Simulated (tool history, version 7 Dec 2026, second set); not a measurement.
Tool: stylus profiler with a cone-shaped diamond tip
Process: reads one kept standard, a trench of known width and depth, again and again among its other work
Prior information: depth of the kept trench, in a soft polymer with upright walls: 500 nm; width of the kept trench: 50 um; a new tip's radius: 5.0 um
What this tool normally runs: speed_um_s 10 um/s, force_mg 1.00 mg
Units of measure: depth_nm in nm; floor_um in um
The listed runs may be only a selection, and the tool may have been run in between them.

run,day,speed_um_s,force_mg,depth_nm,floor_um
1,0.000,10,1.00,501.78,44.06
2,3.333,10,1.00,501.51,44.04
# day 4.233: height scale calibrated on a step standard
3,6.833,10,1.00,501.42,44.05
4,9.267,10,1.00,501.23,43.95
5,12.288,10,1.00,501.25,43.97
6,15.379,10,1.00,501.15,43.99
# day 18.079: height scale calibrated on a step standard, once more
7,18.121,10,1.00,502.48,43.88
8,22.404,10,1.00,502.27,43.85
9,24.154,14,1.00,502.61,43.86
10,27.592,8,1.00,501.91,43.81

Expected results for the next run?
11,29.812,2,0.38,?,?

depth_nm: 501.25 nm
floor_um: 43.80 um
Had the tool carried no hidden state, the very same run would have given depth_nm 501.40 nm, floor_um 45.63 um.
